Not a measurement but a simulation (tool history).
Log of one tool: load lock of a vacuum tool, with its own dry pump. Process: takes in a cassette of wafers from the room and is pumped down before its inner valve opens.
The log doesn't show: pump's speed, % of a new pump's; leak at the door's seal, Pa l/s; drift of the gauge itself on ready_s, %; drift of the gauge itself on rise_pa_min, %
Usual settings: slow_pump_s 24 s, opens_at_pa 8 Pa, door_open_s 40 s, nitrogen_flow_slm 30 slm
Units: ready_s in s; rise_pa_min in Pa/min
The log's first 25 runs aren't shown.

run	day	slow_pump_s	opens_at_pa	door_open_s	nitrogen_flow_slm	hours that the pump has run since its overhaul	times that the door has closed on its seal	incoming humidity of the room's air, %	ready_s	rise_pa_min
26	334.971	24	8	72	16	1152	12789	46.8	37.0	0.103
27	348.083	24	8	72	16	1467	13303	47.8	36.9	0.115
28	356.383	24	8	50	30	1666	13628	43.4	37.2	0.090
29	367.800	24	6	40	45	1940	14075	45.7	38.0	0.082
30	376.533	24	6	40	45	2149	14417	46.6	37.6	0.094
31	387.625	41	8	67	7	2416	14851	46.5	51.2	0.135
32	404.146	29	6	40	30	2812	15498	43.7	42.0	0.104
33	418.583	22	8	40	21	3159	16063	47.9	35.8	0.115
34	430.604	13	7	107	5	3447	16534	44.6	28.5	0.164
35	442.388	41	9	26	23	3730	16995	44.8	50.6	0.106
36	456.217	24	12	35	8	4062	17537	47.3	36.5	0.125

5 ways to go on from here, each from the tool as it stands after run 36. What would each give?
A	466.721	24	12	35	5	4314	17948	45.3	?	?
B	466.721	32	9	35	8	4314	17948	45.6	?	?
C	466.721	24	12	29	12	4314	17948	46.0	?	?
D	466.721	15	8	40	30	4314	17948	45.2	?	?
E	466.721	24	12	134	6	4314	17948	44.2	?	?

run	ready_s	rise_pa_min
A	37.0	0.137
B	43.4	0.134
C	36.3	0.124
D	30.1	0.116
E	36.7	0.182
Without the tool's hidden state the same runs would have given:
run	ready_s	rise_pa_min
A	36.1	0.054
B	42.6	0.050
C	35.4	0.042
D	29.1	0.034
E	35.9	0.099

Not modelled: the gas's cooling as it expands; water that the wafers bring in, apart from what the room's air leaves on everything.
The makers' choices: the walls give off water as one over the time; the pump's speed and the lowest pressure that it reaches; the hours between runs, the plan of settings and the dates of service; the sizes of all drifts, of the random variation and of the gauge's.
